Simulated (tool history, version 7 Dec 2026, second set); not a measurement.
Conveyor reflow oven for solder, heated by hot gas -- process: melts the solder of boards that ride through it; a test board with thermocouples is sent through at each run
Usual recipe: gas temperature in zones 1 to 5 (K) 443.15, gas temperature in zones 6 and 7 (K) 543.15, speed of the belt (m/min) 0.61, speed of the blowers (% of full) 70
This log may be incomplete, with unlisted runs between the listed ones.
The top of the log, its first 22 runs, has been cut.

run   hour  gas temperature in zones 1 to 5 (K)  gas temperature in zones 6 and 7 (K)  speed of the belt (m/min)  speed of the blowers (% of full)  highest temperature of the board (K)  time above the solder's melting point (s)
 23  329.8                               443.15                                544.15                      0.674                                82                                523.25                                       37.8
 24  345.9                               443.15                                543.15                      0.503                                70                                528.95                                         56
 25  363.1                               443.15                                534.15                      0.532                                53                                512.65                                       38.3
 26  383.2                               447.15                                543.15                       0.61                                70                                522.45                                         42
 27  392.1                               444.15                                543.15                      0.629                                70                                520.85                                       38.7
 28  403.1                               442.15                                557.15                       0.61                                71                                533.45                                       46.8
 29  418.4                               434.15                                543.15                      0.508                                70                                526.75                                       50.6
 30  428.7                               434.15                                543.15                      0.508                                70                                526.25                                       51.1

3 ways to go on from here, each from the tool as it stands after run 30. What would each give?
  A  448.4                               434.15                                543.15                      0.571                                70                                     ?                                          ?
  B  448.4                               434.15                                543.15                      0.508                                60                                     ?                                          ?
  C  448.4                               436.15                                550.15                       0.61                                70                                     ?                                          ?

run  highest temperature of the board (K)  time above the solder's melting point (s)
  A                                521.85                                       40.9
  B                                523.15                                       47.7
  C                                526.05                                       40.9
Take away the tool's hidden state, keep each run's random variation, and the runs would have read:
run  highest temperature of the board (K)  time above the solder's melting point (s)
  A                                521.55                                       39.9
  B                                522.65                                       46.4
  C                                525.85                                         40

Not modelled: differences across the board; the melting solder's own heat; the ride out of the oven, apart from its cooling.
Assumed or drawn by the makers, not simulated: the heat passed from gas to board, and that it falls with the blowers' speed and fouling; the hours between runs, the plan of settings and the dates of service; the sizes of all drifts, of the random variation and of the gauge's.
